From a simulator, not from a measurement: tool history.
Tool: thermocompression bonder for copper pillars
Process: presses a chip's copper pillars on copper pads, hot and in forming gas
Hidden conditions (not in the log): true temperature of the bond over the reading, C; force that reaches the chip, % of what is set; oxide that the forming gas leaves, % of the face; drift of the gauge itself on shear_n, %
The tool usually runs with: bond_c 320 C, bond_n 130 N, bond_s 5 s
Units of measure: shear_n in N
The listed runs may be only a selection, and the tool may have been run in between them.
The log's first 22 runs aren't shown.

run,hour,bond_c,bond_n,bond_s,hours of work since the heater was calibrated,hours of work since the force cell was calibrated,hours of work since the gas filter was changed,shear_n
23,610.2,334,130,6,476,982,242,78.6
24,631.9,306,128,3,487,993,252,51.3
# hour 653.2: forming gas filter changed
25,667.4,306,128,3,505,1011,7,52.5
26,705.4,306,128,3,524,1030,26,52.2
# hour 722.6: heater calibrated with a thermocouple chip
27,731.1,345,159,11,4,1042,38,95.1
28,747.5,345,159,11,13,1050,47,94.3
29,780.2,323,82,6,29,1067,63,66.5
30,816.7,297,82,3,47,1085,81,39.8
31,843.2,297,82,3,61,1098,95,40
32,876.7,297,82,3,78,1115,112,39.6

3 ways to go on from here, each from the tool as it stands after run 32. What would each give?
A,914,301,129,3,97,1134,131,?
B,914,321,155,8,97,1134,131,?
C,914,335,165,9,97,1134,131,?

run,shear_n
A,54.2
B,85.1
C,91.6
Had the tool no hidden state, the same runs would have come out as:
run,shear_n
A,53.2
B,85
C,92
